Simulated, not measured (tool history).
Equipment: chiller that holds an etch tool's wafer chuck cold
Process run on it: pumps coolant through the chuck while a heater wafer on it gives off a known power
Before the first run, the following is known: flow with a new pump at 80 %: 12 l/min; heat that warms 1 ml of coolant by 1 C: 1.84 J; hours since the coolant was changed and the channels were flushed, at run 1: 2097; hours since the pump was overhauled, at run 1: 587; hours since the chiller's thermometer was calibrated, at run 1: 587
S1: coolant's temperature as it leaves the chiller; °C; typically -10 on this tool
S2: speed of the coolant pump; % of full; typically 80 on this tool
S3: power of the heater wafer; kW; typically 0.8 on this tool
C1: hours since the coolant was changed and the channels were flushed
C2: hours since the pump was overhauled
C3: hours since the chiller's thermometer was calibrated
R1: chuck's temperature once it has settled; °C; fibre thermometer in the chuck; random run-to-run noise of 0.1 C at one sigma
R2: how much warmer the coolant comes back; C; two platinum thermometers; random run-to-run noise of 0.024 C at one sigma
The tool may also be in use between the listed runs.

run	day	S1	S2	S3	C1	C2	C3	R1	R2
1	0	-10	80	0.8	2097	587	587	-0.1	2.21
2	1.017	-10	80	0.8	2121	611	611	-0.1	2.14
3	2.983	-10	80	0.8	2168	658	658	-0.3	2.13
4	4.025	-10	80	0.8	2193	683	683	-0.1	2.1
5	5.962	-10	80	0.8	2240	730	730	-0.1	2.14
6	6.854	-10	85	0.8	2261	751	751	-0.7	1.94
7	8.388	-10	67	0.8	2298	788	788	0.9	2.49
8	9.921	-10	72	0.8	2335	825	825	0.4	2.27
9	11.967	-10	72	0.8	2384	874	874	0.3	2.29
10	13.571	-10	72	0.8	2422	913	913	0.3	2.22
11	15.621	-10	80	0.62	2472	962	962	-2.3	1.48
12	17.129	-10	80	0.62	2508	998	998	-2.3	1.44
13	18.217	-10	80	0.62	2534	1024	1024	-2.4	1.41
14	19.817	-10	80	0.62	2572	1062	1062	-2.4	1.41
# day 21.767: gauge calibrated
15	21.767	-10	80	0.62	2619	1109	1109	-2.4	1.72
16	23.792	-10	80	1.111	2668	1158	1158	3.6	2.99
17	25.85	-10	80	1.068	2717	1207	1207	3	2.82
18	27.079	-10	80	1.068	2747	1237	1237	3.1	2.86
19	28.642	-17	80	0.564	2784	1274	1274	-10.1	1.45
20	30.308	-7	80	0.821	2824	1314	1314	3	2.1
21	32.225	-9	80	0.522	2870	1360	1360	-2.7	1.26
22	33.917	-13	83	0.614	2911	1401	1401	-5.7	1.44
23	35.271	-10	94	0.512	2943	1433	1433	-4.2	1.01
24	36.542	-14	73	0.512	2974	1464	1464	-7.5	1.31
25	38.679	-9	73	0.503	3025	1515	1515	-2.4	1.3
26	40.012	-5	63	0.8	3057	1547	1547	6.3	2.52
27	41.3	-10	70	0.8	3088	1578	1578	0.4	2.22
28	42.829	-3	84	1.03	3125	1615	1615	9.1	2.39
29	44.946	-18	95	0.663	3175	1666	1666	-10.7	1.18
30	46.075	-18	95	0.663	3203	1693	1693	-10.6	1.12
31	47.85	-11	73	1.018	3245	1735	1735	2.2	2.65
32	49.067	-11	73	1.018	3274	1764	1764	2.2	2.65
33	50.967	-11	73	0.574	3320	1810	1810	-3.6	1.29

How the hidden state differs across the entries between the runs, from the last listed run before each to the first after it:
From run 14 to run 15: gauge calibrated (day 21.767)
  drift of the gauge itself on warmer_back_c, C: -0.29 -> 0
  what was measured, less what the result would be without the hidden state, R2: -0.29 -> +0 C
